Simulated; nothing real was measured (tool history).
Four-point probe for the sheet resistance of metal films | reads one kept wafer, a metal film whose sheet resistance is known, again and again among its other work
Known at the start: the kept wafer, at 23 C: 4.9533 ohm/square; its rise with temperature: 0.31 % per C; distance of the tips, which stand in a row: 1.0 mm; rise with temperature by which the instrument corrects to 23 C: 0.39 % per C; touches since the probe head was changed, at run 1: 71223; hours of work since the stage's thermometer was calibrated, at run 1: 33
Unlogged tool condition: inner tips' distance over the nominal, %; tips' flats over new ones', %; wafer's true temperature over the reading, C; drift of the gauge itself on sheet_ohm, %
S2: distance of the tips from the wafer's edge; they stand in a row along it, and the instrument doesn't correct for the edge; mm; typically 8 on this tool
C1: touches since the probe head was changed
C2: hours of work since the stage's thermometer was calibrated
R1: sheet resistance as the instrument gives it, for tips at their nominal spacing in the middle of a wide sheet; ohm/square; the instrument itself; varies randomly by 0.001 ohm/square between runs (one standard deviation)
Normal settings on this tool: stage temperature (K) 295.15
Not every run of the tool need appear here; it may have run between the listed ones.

{"run": 1, "hour": 0.0, "stage temperature (K)": 295.15, "S2": 8, "C1": 71223, "C2": 33, "R1": 5.013371}
{"run": 2, "hour": 43.0, "stage temperature (K)": 295.15, "S2": 8, "C1": 73189, "C2": 59, "R1": 5.016263}
{"run": 3, "hour": 141.5, "stage temperature (K)": 295.15, "S2": 8, "C1": 77685, "C2": 119, "R1": 5.015169}
{"run": 4, "hour": 216.7, "stage temperature (K)": 295.15, "S2": 8, "C1": 81119, "C2": 165, "R1": 5.017727}
{"run": 5, "hour": 283.3, "stage temperature (K)": 295.15, "S2": 8, "C1": 84161, "C2": 206, "R1": 5.014602}
{"run": 6, "hour": 376.7, "stage temperature (K)": 296.15, "S2": 8, "C1": 88424, "C2": 263, "R1": 5.0107}
{"run": 7, "hour": 433.7, "stage temperature (K)": 296.15, "S2": 8, "C1": 91028, "C2": 297, "R1": 5.012269}
{"run": 8, "hour": 503.5, "stage temperature (K)": 296.15, "S2": 8, "C1": 94217, "C2": 340, "R1": 5.013499}
{"run": 9, "hour": 554.7, "stage temperature (K)": 295.15, "S2": 35, "C1": 96554, "C2": 371, "R1": 4.976265}
{"run": 10, "hour": 652.2, "stage temperature (K)": 292.15, "S2": 8, "C1": 101010, "C2": 430, "R1": 5.029487}
{"run": 11, "hour": 705.9, "stage temperature (K)": 292.15, "S2": 8, "C1": 103460, "C2": 463, "R1": 5.031088}
{"run": 12, "hour": 800.4, "stage temperature (K)": 295.15, "S2": 8, "C1": 107775, "C2": 521, "R1": 5.019229}
{"run": 13, "hour": 880.2, "stage temperature (K)": 295.15, "S2": 8, "C1": 111422, "C2": 569, "R1": 5.019153}
{"run": 14, "hour": 944.4, "stage temperature (K)": 295.15, "S2": 6, "C1": 114354, "C2": 608, "R1": 5.050202}
{"run": 15, "hour": 1012.6, "stage temperature (K)": 295.15, "S2": 6, "C1": 117467, "C2": 650, "R1": 5.052537}
{"run": 16, "hour": 1083.8, "stage temperature (K)": 307.15, "S2": 6, "C1": 120720, "C2": 693, "R1": 5.002083}
{"run": 17, "hour": 1170.7, "stage temperature (K)": 298.15, "S2": 67, "C1": 124688, "C2": 746, "R1": 4.966127}
{"run": 18, "hour": 1238.7, "stage temperature (K)": 294.15, "S2": 9, "C1": 127793, "C2": 787, "R1": 5.016603}
{"run": 19, "hour": 1289.4, "stage temperature (K)": 297.15, "S2": 35, "C1": 130105, "C2": 818, "R1": 4.973177}
{"run": 20, "hour": 1374.1, "stage temperature (K)": 297.15, "S2": 35, "C1": 133973, "C2": 870, "R1": 4.974129}
{"hour": 1381.5, "done": "stage's thermometer calibrated"}
{"run": 21, "hour": 1466.4, "stage temperature (K)": 303.15, "S2": 58, "C1": 138167, "C2": 52, "R1": 4.945749}
{"run": 22, "hour": 1547.4, "stage temperature (K)": 303.15, "S2": 8, "C1": 141867, "C2": 101, "R1": 4.988156}
{"run": 23, "hour": 1590.1, "stage temperature (K)": 293.15, "S2": 20, "C1": 143816, "C2": 127, "R1": 4.994194}
{"run": 24, "hour": 1662.6, "stage temperature (K)": 304.15, "S2": 23, "C1": 147127, "C2": 171, "R1": 4.947082}
{"run": 25, "hour": 1731.9, "stage temperature (K)": 304.15, "S2": 23, "C1": 150291, "C2": 213, "R1": 4.948849}
{"run": 26, "hour": 1807.6, "stage temperature (K)": 304.15, "S2": 20, "C1": 153751, "C2": 259, "R1": 4.951544}
{"run": 27, "hour": 1853.4, "stage temperature (K)": 297.15, "S2": 8, "C1": 155843, "C2": 287, "R1": 5.013154}
{"hour": 1913.1, "done": "stage's thermometer calibrated, once more"}
{"run": 28, "hour": 1919.4, "stage temperature (K)": 297.15, "S2": 8, "C1": 158831, "C2": 4, "R1": 5.022634}
{"run": 29, "hour": 1968.2, "stage temperature (K)": 295.15, "S2": 34, "C1": 161062, "C2": 34, "R1": 4.990222}

Some steps in R1 between neighbouring runs. How much of each would the tool show without its hidden state too (settings, what came in, random variation), and how much is left for the hidden state, with any gauge scatter that isn't in both results?
Run 9 -> 10: stage temperature (K) 295.15 -> 292.15, S2 35 -> 8. R1 +0.053222 ohm/square: hidden state +0.000683, all else +0.052539.
Run 20 -> 21: stage temperature (K) 297.15 -> 303.15, S2 35 -> 58, stage's thermometer calibrated. R1 -0.028380 ohm/square: hidden state -0.001623, all else -0.026757.
Run 26 -> 27: stage temperature (K) 304.15 -> 297.15, S2 20 -> 8. R1 +0.061610 ohm/square: hidden state +0.000366, all else +0.061244.
Run 27 -> 28: stage's thermometer calibrated, once more. R1 +0.009480 ohm/square: hidden state +0.009187, all else +0.000293.
